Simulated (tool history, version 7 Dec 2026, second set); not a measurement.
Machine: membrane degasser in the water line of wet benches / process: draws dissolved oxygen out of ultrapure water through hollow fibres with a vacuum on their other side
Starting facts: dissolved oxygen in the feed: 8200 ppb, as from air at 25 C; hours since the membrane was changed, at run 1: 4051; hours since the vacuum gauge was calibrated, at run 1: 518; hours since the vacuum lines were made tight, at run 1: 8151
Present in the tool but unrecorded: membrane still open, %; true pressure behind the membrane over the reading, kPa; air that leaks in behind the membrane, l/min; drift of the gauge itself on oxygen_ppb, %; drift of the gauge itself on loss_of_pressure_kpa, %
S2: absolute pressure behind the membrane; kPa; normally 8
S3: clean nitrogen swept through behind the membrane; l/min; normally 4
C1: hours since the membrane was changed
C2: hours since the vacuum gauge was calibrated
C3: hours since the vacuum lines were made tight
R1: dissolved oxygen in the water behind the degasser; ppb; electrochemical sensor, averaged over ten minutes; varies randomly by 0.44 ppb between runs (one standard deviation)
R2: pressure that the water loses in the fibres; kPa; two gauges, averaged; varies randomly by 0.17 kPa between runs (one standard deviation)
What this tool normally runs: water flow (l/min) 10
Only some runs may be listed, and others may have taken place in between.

{"run": 1, "hour": 0.0, "water flow (l/min)": 10, "S2": 8, "S3": 4, "C1": 4051, "C2": 518, "C3": 8151, "R1": 34, "R2": 28.4}
{"run": 2, "hour": 101.0, "water flow (l/min)": 10, "S2": 8, "S3": 2.05, "C1": 4151, "C2": 619, "C3": 8251, "R1": 64.1, "R2": 28.43}
{"run": 3, "hour": 172.6, "water flow (l/min)": 10, "S2": 8, "S3": 2.05, "C1": 4223, "C2": 691, "C3": 8323, "R1": 63.2, "R2": 27.95}
{"run": 4, "hour": 235.7, "water flow (l/min)": 10, "S2": 8, "S3": 2.05, "C1": 4286, "C2": 754, "C3": 8386, "R1": 63.7, "R2": 28.27}
{"run": 5, "hour": 286.5, "water flow (l/min)": 10, "S2": 8, "S3": 2.05, "C1": 4337, "C2": 805, "C3": 8437, "R1": 64.6, "R2": 28.33}
{"run": 6, "hour": 365.3, "water flow (l/min)": 10, "S2": 8, "S3": 3.02, "C1": 4416, "C2": 884, "C3": 8516, "R1": 45, "R2": 28.03}
{"run": 7, "hour": 452.6, "water flow (l/min)": 10, "S2": 8, "S3": 3.02, "C1": 4503, "C2": 971, "C3": 8603, "R1": 45.2, "R2": 28.04}
{"run": 8, "hour": 511.4, "water flow (l/min)": 13, "S2": 8, "S3": 4, "C1": 4562, "C2": 1030, "C3": 8662, "R1": 53.5, "R2": 36.8}
{"run": 9, "hour": 625.0, "water flow (l/min)": 6, "S2": 8, "S3": 4, "C1": 4675, "C2": 1143, "C3": 8775, "R1": 20.6, "R2": 17.07}
{"hour": 653.5, "done": "seals of the vacuum lines changed"}
{"run": 10, "hour": 735.3, "water flow (l/min)": 6, "S2": 8, "S3": 4, "C1": 4784, "C2": 1252, "C3": 82, "R1": 18.4, "R2": 17.3}
{"run": 11, "hour": 797.0, "water flow (l/min)": 10, "S2": 8, "S3": 4, "C1": 4846, "C2": 1313, "C3": 144, "R1": 32.6, "R2": 28.38}
{"run": 12, "hour": 868.1, "water flow (l/min)": 10, "S2": 8, "S3": 4, "C1": 4917, "C2": 1384, "C3": 215, "R1": 32.8, "R2": 28.4}
{"run": 13, "hour": 919.2, "water flow (l/min)": 10, "S2": 8, "S3": 4, "C1": 4968, "C2": 1436, "C3": 266, "R1": 33.3, "R2": 28.04}
{"run": 14, "hour": 1018.1, "water flow (l/min)": 10, "S2": 4.85, "S3": 4, "C1": 5067, "C2": 1535, "C3": 365, "R1": 14.2, "R2": 28.41}
{"run": 15, "hour": 1089.6, "water flow (l/min)": 10, "S2": 4.85, "S3": 4, "C1": 5138, "C2": 1606, "C3": 436, "R1": 13.3, "R2": 28.58}
{"run": 16, "hour": 1142.3, "water flow (l/min)": 9, "S2": 8, "S3": 4, "C1": 5191, "C2": 1659, "C3": 489, "R1": 28.3, "R2": 25.7}
{"run": 17, "hour": 1211.2, "water flow (l/min)": 9, "S2": 18.27, "S3": 2.13, "C1": 5260, "C2": 1728, "C3": 558, "R1": 156.5, "R2": 25.65}
{"run": 18, "hour": 1315.1, "water flow (l/min)": 16, "S2": 9.07, "S3": 1.7, "C1": 5364, "C2": 1831, "C3": 662, "R1": 165.5, "R2": 45.29}
{"run": 19, "hour": 1368.2, "water flow (l/min)": 16, "S2": 9.07, "S3": 1.7, "C1": 5417, "C2": 1885, "C3": 715, "R1": 167.2, "R2": 45.43}
{"run": 20, "hour": 1427.6, "water flow (l/min)": 11, "S2": 9.07, "S3": 3.1, "C1": 5476, "C2": 1944, "C3": 774, "R1": 57.1, "R2": 31.22}
{"run": 21, "hour": 1524.0, "water flow (l/min)": 15, "S2": 12.89, "S3": 8.99, "C1": 5573, "C2": 2040, "C3": 870, "R1": 68.8, "R2": 42.63}
{"run": 22, "hour": 1584.1, "water flow (l/min)": 15, "S2": 12.89, "S3": 8.99, "C1": 5633, "C2": 2100, "C3": 931, "R1": 68.1, "R2": 42.68}
{"run": 23, "hour": 1646.1, "water flow (l/min)": 6, "S2": 9.5, "S3": 6.93, "C1": 5695, "C2": 2162, "C3": 993, "R1": 13.9, "R2": 17.16}
{"run": 24, "hour": 1748.3, "water flow (l/min)": 6, "S2": 9.5, "S3": 6.93, "C1": 5797, "C2": 2265, "C3": 1095, "R1": 14.5, "R2": 16.92}
{"run": 25, "hour": 1803.8, "water flow (l/min)": 16, "S2": 7.17, "S3": 4, "C1": 5852, "C2": 2320, "C3": 1150, "R1": 76.4, "R2": 45.29}
{"run": 26, "hour": 1896.2, "water flow (l/min)": 10, "S2": 13.27, "S3": 4.1, "C1": 5945, "C2": 2413, "C3": 1243, "R1": 64.5, "R2": 28.42}
{"run": 27, "hour": 1949.2, "water flow (l/min)": 10, "S2": 8.22, "S3": 2.71, "C1": 5998, "C2": 2466, "C3": 1296, "R1": 49.8, "R2": 28.6}
{"run": 28, "hour": 2010.2, "water flow (l/min)": 10, "S2": 8.22, "S3": 2.71, "C1": 6059, "C2": 2527, "C3": 1357, "R1": 49.4, "R2": 28.49}
{"run": 29, "hour": 2081.7, "water flow (l/min)": 6, "S2": 7.28, "S3": 5.72, "C1": 6130, "C2": 2598, "C3": 1428, "R1": 10.9, "R2": 16.96}
{"run": 30, "hour": 2173.4, "water flow (l/min)": 6, "S2": 7.28, "S3": 5.72, "C1": 6222, "C2": 2690, "C3": 1520, "R1": 11.1, "R2": 17.44}
{"run": 31, "hour": 2278.5, "water flow (l/min)": 10, "S2": 19.27, "S3": 7.72, "C1": 6327, "C2": 2795, "C3": 1625, "R1": 55.6, "R2": 28.52}
{"run": 32, "hour": 2388.2, "water flow (l/min)": 9, "S2": 8.42, "S3": 5.05, "C1": 6437, "C2": 2905, "C3": 1735, "R1": 25.1, "R2": 25.65}

Each row is a separate what-if for the run after 32, all from the same tool condition, not one after another. Results?
{"run": "A", "hour": 2472.7, "water flow (l/min)": 15, "S2": 5.79, "S3": 2.95, "C1": 6521, "C2": 2989, "C3": 1819, "R1": "?", "R2": "?"}
{"run": "B", "hour": 2472.7, "water flow (l/min)": 15, "S2": 8.42, "S3": 1.83, "C1": 6521, "C2": 2989, "C3": 1819, "R1": "?", "R2": "?"}
{"run": "C", "hour": 2472.7, "water flow (l/min)": 9, "S2": 8.42, "S3": 5.05, "C1": 6521, "C2": 2989, "C3": 1819, "R1": "?", "R2": "?"}

run=A R1=62.7 R2=43.03
run=B R1=129.9 R2=42.77
run=C R1=25.8 R2=25.64
Without the tool's hidden state the same runs would have given:
run=A R1=57 R2=41.98
run=B R1=122.9 R2=41.73
run=C R1=24.5 R2=25.01

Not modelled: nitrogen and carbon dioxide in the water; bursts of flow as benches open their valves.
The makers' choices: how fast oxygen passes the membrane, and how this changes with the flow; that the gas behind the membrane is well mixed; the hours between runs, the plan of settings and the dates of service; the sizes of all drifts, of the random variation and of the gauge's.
